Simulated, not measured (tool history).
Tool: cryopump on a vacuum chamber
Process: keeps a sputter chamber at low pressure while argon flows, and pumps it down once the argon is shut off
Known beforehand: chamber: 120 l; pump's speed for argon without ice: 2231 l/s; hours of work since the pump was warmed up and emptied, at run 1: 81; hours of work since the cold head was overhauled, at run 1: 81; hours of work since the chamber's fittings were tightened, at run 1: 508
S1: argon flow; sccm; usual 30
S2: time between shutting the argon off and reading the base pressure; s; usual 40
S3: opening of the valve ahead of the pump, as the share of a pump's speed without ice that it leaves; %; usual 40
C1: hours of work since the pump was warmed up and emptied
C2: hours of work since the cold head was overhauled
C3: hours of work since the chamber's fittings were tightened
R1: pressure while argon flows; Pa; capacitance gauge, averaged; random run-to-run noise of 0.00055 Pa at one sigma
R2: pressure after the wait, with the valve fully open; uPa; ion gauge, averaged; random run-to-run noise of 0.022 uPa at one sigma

| run | hour | S1 | S2 | S3 | C1 | C2 | C3 | R1 | R2 |
|---|---|---|---|---|---|---|---|---|---|
| 1 | 0.0 | 30 | 40 | 40 | 81 | 81 | 508 | 0.0593 | 0.90 |
| 2 | 16.2 | 30 | 82 | 40 | 89 | 89 | 515 | 0.0588 | 0.63 |
| 3 | 31.6 | 30 | 82 | 40 | 96 | 96 | 522 | 0.0584 | 0.62 |
| 4 | 46.4 | 30 | 40 | 40 | 102 | 102 | 529 | 0.0592 | 0.89 |
| 5 | 56.3 | 30 | 40 | 40 | 107 | 107 | 534 | 0.0584 | 0.89 |
| 6 | 65.1 | 30 | 40 | 40 | 111 | 111 | 538 | 0.0592 | 0.88 |
| 7 | 78.2 | 30 | 40 | 40 | 117 | 117 | 544 | 0.0592 | 0.91 |
| 8 | 93.4 | 30 | 40 | 40 | 124 | 124 | 551 | 0.0589 | 0.92 |
| 9 | 102.7 | 30 | 40 | 40 | 128 | 128 | 555 | 0.0595 | 0.89 |
| 10 | 118.3 | 30 | 40 | 40 | 136 | 136 | 562 | 0.0589 | 0.86 |
| 11 | 127.4 | 30 | 40 | 40 | 140 | 140 | 566 | 0.0587 | 0.90 |
| 12 | 142.1 | 30 | 40 | 40 | 147 | 147 | 573 | 0.0588 | 0.91 |
| 13 | 158.4 | 30 | 40 | 40 | 154 | 154 | 581 | 0.0606 | 0.90 |
| 14 | 170.9 | 30 | 40 | 40 | 160 | 160 | 586 | 0.0594 | 0.95 |
| 15 | 178.4 | 30 | 40 | 40 | 163 | 163 | 590 | 0.0607 | 0.93 |
| 16 | 185.2 | 12 | 27 | 56 | 166 | 166 | 593 | 0.0173 | 1.19 |
| 17 | 195.4 | 12 | 27 | 56 | 171 | 171 | 598 | 0.0169 | 1.20 |
| 18 | 205.1 | 20 | 27 | 20 | 176 | 176 | 602 | 0.0775 | 1.16 |
| 19 | 222.0 | 31 | 90 | 30 | 183 | 183 | 610 | 0.0818 | 0.67 |
| 20 | 238.9 | 14 | 40 | 35 | 191 | 191 | 618 | 0.0322 | 0.92 |
| 21 | 251.1 | 30 | 255 | 40 | 197 | 197 | 623 | 0.0608 | 0.59 |
| 22 | 263.6 | 18 | 42 | 39 | 203 | 203 | 629 | 0.0363 | 0.96 |
| 23 | 272.7 | 32 | 29 | 22 | 207 | 207 | 633 | 0.1150 | 1.15 |
| 24 | 289.1 | 30 | 153 | 22 | 214 | 214 | 641 | 0.1076 | 0.64 |
| 25 | 297.7 | 28 | 57 | 24 | 218 | 218 | 645 | 0.0925 | 0.82 |
| 26 | 313.6 | 28 | 57 | 24 | 226 | 226 | 652 | 0.0924 | 0.90 |
| 27 | 320.6 | 28 | 57 | 24 | 229 | 229 | 655 | 0.0914 | 0.82 |

For each run, the measured value with the value that run would have given without the tool's hidden condition subtracted. The run-to-run variation is shared by both, the gauge scatter possibly not:
Hidden state at play: pump's speed, % of a pump's without ice; cold plate's temperature, K; leak into the chamber, uPa l/s; drift of the gauge itself on working_pa, %; drift of the gauge itself on base_upa, %.
| run | R1 | R2 |
|---|---|---|
| 1 | +0.0015 | +0.26 |
| 2 | +0.0016 | +0.26 |
| 3 | +0.0017 | +0.26 |
| 4 | +0.0018 | +0.27 |
| 5 | +0.0019 | +0.27 |
| 6 | +0.0020 | +0.28 |
| 7 | +0.0020 | +0.29 |
| 8 | +0.0022 | +0.28 |
| 9 | +0.0023 | +0.29 |
| 10 | +0.0024 | +0.30 |
| 11 | +0.0024 | +0.30 |
| 12 | +0.0026 | +0.30 |
| 13 | +0.0028 | +0.31 |
| 14 | +0.0029 | +0.32 |
| 15 | +0.0029 | +0.32 |
| 16 | +0.0012 | +0.33 |
| 17 | +0.0012 | +0.33 |
| 18 | +0.0021 | +0.33 |
| 19 | +0.0034 | +0.35 |
| 20 | +0.0016 | +0.34 |
| 21 | +0.0035 | +0.35 |
| 22 | +0.0022 | +0.34 |
| 23 | +0.0040 | +0.36 |
| 24 | +0.0039 | +0.37 |
| 25 | +0.0038 | +0.36 |
| 26 | +0.0039 | +0.38 |
| 27 | +0.0040 | +0.37 |

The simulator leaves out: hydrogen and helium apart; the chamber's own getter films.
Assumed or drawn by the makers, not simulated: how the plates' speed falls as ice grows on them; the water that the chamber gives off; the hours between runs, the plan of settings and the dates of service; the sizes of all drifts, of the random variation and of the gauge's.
